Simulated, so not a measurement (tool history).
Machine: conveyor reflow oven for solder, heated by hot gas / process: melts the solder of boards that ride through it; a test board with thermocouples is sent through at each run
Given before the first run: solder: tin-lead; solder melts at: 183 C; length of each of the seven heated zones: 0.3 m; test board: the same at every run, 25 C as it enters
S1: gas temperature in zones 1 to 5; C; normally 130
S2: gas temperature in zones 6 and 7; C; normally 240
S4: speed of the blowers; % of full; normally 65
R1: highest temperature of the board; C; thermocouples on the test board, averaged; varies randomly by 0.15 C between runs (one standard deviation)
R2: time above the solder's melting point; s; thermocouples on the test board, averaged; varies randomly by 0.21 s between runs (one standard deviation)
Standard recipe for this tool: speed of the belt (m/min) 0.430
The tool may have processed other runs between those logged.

run 1 day=0.000 | S1=130 S2=240 speed_of_the_belt_(m/min)=0.430 S4=65 | R1=214.2 R2=55.4
run 2 day=0.317 | S1=130 S2=240 speed_of_the_belt_(m/min)=0.430 S4=84 | R1=221.7 R2=63.0
run 3 day=0.746 | S1=130 S2=240 speed_of_the_belt_(m/min)=0.430 S4=65 | R1=214.0 R2=55.5
run 4 day=1.054 | S1=130 S2=240 speed_of_the_belt_(m/min)=0.430 S4=65 | R1=214.1 R2=55.4
run 5 day=1.383 | S1=130 S2=240 speed_of_the_belt_(m/min)=0.430 S4=65 | R1=214.1 R2=55.7
run 6 day=1.583 | S1=130 S2=240 speed_of_the_belt_(m/min)=0.430 S4=65 | R1=213.9 R2=55.6
run 7 day=1.892 | S1=130 S2=240 speed_of_the_belt_(m/min)=0.430 S4=65 | R1=214.2 R2=54.9
run 8 day=2.158 | S1=130 S2=240 speed_of_the_belt_(m/min)=0.430 S4=65 | R1=214.2 R2=55.5
run 9 day=2.475 | S1=130 S2=240 speed_of_the_belt_(m/min)=0.430 S4=65 | R1=214.0 R2=55.0
run 10 day=2.671 | S1=130 S2=240 speed_of_the_belt_(m/min)=0.430 S4=65 | R1=214.3 R2=55.3
run 11 day=3.008 | S1=130 S2=240 speed_of_the_belt_(m/min)=0.430 S4=65 | R1=214.4 R2=55.3
run 12 day=3.321 | S1=130 S2=240 speed_of_the_belt_(m/min)=0.430 S4=65 | R1=214.2 R2=55.5
run 13 day=3.696 | S1=130 S2=240 speed_of_the_belt_(m/min)=0.430 S4=65 | R1=214.0 R2=55.3
run 14 day=3.971 | S1=130 S2=240 speed_of_the_belt_(m/min)=0.430 S4=65 | R1=213.9 R2=55.2
run 15 day=4.371 | S1=130 S2=240 speed_of_the_belt_(m/min)=0.430 S4=65 | R1=214.0 R2=55.3
run 16 day=4.688 | S1=130 S2=240 speed_of_the_belt_(m/min)=0.430 S4=65 | R1=213.9 R2=55.1
run 17 day=4.900 | S1=130 S2=240 speed_of_the_belt_(m/min)=0.430 S4=65 | R1=214.1 R2=55.7
run 18 day=5.142 | S1=130 S2=240 speed_of_the_belt_(m/min)=0.430 S4=65 | R1=213.9 R2=55.2
run 19 day=5.500 | S1=130 S2=240 speed_of_the_belt_(m/min)=0.430 S4=65 | R1=214.2 R2=55.1
run 20 day=5.867 | S1=130 S2=240 speed_of_the_belt_(m/min)=0.430 S4=65 | R1=214.3 R2=55.3
run 21 day=6.067 | S1=130 S2=231 speed_of_the_belt_(m/min)=0.472 S4=76 | R1=207.8 R2=44.8
run 22 day=6.421 | S1=130 S2=231 speed_of_the_belt_(m/min)=0.472 S4=76 | R1=207.7 R2=44.4
run 23 day=6.796 | S1=116 S2=240 speed_of_the_belt_(m/min)=0.430 S4=85 | R1=219.2 R2=57.2
run 24 day=7.125 | S1=116 S2=240 speed_of_the_belt_(m/min)=0.430 S4=85 | R1=219.6 R2=57.3
run 25 day=7.438 | S1=116 S2=240 speed_of_the_belt_(m/min)=0.430 S4=85 | R1=219.6 R2=57.2
run 26 day=7.667 | S1=116 S2=240 speed_of_the_belt_(m/min)=0.430 S4=85 | R1=219.2 R2=57.1
run 27 day=8.104 | S1=116 S2=240 speed_of_the_belt_(m/min)=0.430 S4=85 | R1=219.4 R2=56.9
run 28 day=8.512 | S1=116 S2=240 speed_of_the_belt_(m/min)=0.383 S4=85 | R1=223.8 R2=68.5
run 29 day=8.758 | S1=116 S2=240 speed_of_the_belt_(m/min)=0.383 S4=85 | R1=223.7 R2=68.9
run 30 day=9.179 | S1=139 S2=235 speed_of_the_belt_(m/min)=0.430 S4=65 | R1=212.1 R2=56.7
run 31 day=9.404 | S1=130 S2=246 speed_of_the_belt_(m/min)=0.368 S4=65 | R1=225.5 R2=76.9

Branching from run 31: 4 alternative next runs. What would each branch give?
run A day=9.604 | S1=130 S2=246 speed_of_the_belt_(m/min)=0.439 S4=65 | R1=? R2=?
run B day=9.604 | S1=130 S2=246 speed_of_the_belt_(m/min)=0.444 S4=61 | R1=? R2=?
run C day=9.604 | S1=130 S2=246 speed_of_the_belt_(m/min)=0.368 S4=78 | R1=? R2=?
run D day=9.604 | S1=130 S2=240 speed_of_the_belt_(m/min)=0.430 S4=85 | R1=? R2=?

run=A R1=218.1 R2=58.2
run=B R1=215.0 R2=54.8
run=C R1=230.0 R2=81.3
run=D R1=221.9 R2=62.9
With no hidden state in the tool, these same runs would have given:
run=A R1=218.3 R2=58.3
run=B R1=215.3 R2=54.9
run=C R1=230.1 R2=81.2
run=D R1=222.1 R2=63.0

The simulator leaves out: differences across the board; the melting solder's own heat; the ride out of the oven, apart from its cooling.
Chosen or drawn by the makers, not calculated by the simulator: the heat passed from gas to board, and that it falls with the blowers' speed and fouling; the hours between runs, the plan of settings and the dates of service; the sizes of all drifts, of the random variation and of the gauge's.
